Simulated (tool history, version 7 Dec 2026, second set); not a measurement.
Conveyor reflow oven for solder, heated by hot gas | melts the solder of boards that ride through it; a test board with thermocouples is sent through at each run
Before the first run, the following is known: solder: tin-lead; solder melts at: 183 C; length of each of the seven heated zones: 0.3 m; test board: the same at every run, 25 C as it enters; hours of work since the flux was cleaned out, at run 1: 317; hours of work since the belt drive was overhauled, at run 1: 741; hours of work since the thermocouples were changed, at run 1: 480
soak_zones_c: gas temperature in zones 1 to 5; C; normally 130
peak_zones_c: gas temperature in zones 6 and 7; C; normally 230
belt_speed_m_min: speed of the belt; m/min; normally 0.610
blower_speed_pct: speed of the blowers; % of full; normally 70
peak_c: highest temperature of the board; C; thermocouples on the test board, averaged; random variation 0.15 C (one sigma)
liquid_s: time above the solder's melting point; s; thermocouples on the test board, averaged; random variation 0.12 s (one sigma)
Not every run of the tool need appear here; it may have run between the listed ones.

run     day  soak_zones_c  peak_zones_c  belt_speed_m_min  blower_speed_pct  hours of work since the flux was cleaned out  hours of work since the belt drive was overhauled  hours of work since the thermocouples were changed  peak_c  liquid_s
  1   0.000           130           230             0.610                70                                           317                                                741                                                 480   209.8      37.1
  2   0.904           130           230             0.610                64                                           330                                                753                                                 493   208.9      36.0
  3   1.696           130           230             0.610                64                                           341                                                764                                                 504   208.8      36.1
  4   2.325           130           230             0.610                70                                           350                                                773                                                 512   209.6      36.8
      2.625  -- flux residue cleaned out of gas plates and filters
  5   3.200           130           219             0.610                70                                             8                                                782                                                 522   203.3      32.5
  6   3.954           130           230             0.623                70                                            18                                                793                                                 532   211.9      38.1
  7   4.821           120           230             0.610                70                                            31                                                805                                                 544   210.5      36.0
  8   5.717           120           230             0.610                70                                            43                                                817                                                 557   210.6      35.8
  9   6.412           130           230             0.610                70                                            53                                                827                                                 566   212.5      39.6
 10   6.929           130           230             0.610                70                                            60                                                834                                                 573   212.6      39.5
 11   7.417           130           238             0.610                70                                            67                                                841                                                 580   219.1      44.1
 12   8.300           130           238             0.610                70                                            79                                                853                                                 592   219.4      43.6
 13   9.138           130           241             0.610                70                                            90                                                865                                                 604   221.7      45.3
 14   9.908           130           241             0.610                70                                           101                                                875                                                 615   221.5      45.3
 15  10.729           130           244             0.610                70                                           113                                                887                                                 626   223.9      46.6
 16  11.317           130           221             0.648                54                                           121                                                895                                                 634   199.1      25.2
 17  11.771           130           221             0.502                85                                           127                                                901                                                 641   211.4      49.8
 18  12.250           118           231             0.584                55                                           134                                                908                                                 647   208.7      35.3
 19  13.092           143           231             0.584                69                                           145                                                920                                                 659   216.2      48.2
 20  14.042           143           231             0.584                69                                           159                                                933                                                 672   216.4      47.8
 21  14.496           143           231             0.584                69                                           165                                                939                                                 679   216.3      48.0
 22  15.108           143           231             0.584                69                                           173                                                948                                                 687   216.1      48.0
 23  15.908           143           231             0.584                69                                           185                                                959                                                 698   216.2      47.9
 24  16.850           142           227             0.545                60                                           198                                                972                                                 711   213.1      49.0
 25  17.858           142           227             0.545                60                                           212                                                986                                                 725   213.2      49.0
 26  18.929           119           230             0.554                70                                           227                                               1001                                                 740   212.7      41.6
     19.525  -- belt drive overhauled, speed set with a stopwatch
 27  19.858           119           230             0.554                70                                           237                                                  5                                                 751   212.1      40.1
 28  20.408           119           230             0.585                70                                           245                                                 12                                                 758   209.8      35.9
 29  21.208           119           228             0.585                63                                           256                                                 23                                                 770   206.6      33.0
 30  22.267           119           228             0.585                63                                           271                                                 38                                                 784   206.8      32.7

Entry by entry between the runs, the difference in hidden state between the last listed run before and the first listed run after:
Runs 4 to 5: flux residue cleaned out of gas plates and filters (day 2.625)
  heat that the gas passes to the board, % of a clean oven's: 88.8 -> 99.5; belt's true speed, % of the reading: 98.24 -> 98.22; true gas temperature in zones 6 and 7 over the reading, C: 1.06 -> 1.07
  the result without the hidden state subtracted from the measured one, peak_c: -1.7 -> +1.3 C; liquid_s: -1.2 -> +2.0 s
Runs 26 to 27: belt drive overhauled, speed set with a stopwatch (day 19.525)
  heat that the gas passes to the board, % of a clean oven's: 93.1 -> 92.8; belt's true speed, % of the reading: 97.75 -> 99.81; true gas temperature in zones 6 and 7 over the reading, C: 1.34 -> 1.35
  the result without the hidden state subtracted from the measured one, peak_c: +0.0 -> -0.8 C; liquid_s: +0.7 -> -1.0 s

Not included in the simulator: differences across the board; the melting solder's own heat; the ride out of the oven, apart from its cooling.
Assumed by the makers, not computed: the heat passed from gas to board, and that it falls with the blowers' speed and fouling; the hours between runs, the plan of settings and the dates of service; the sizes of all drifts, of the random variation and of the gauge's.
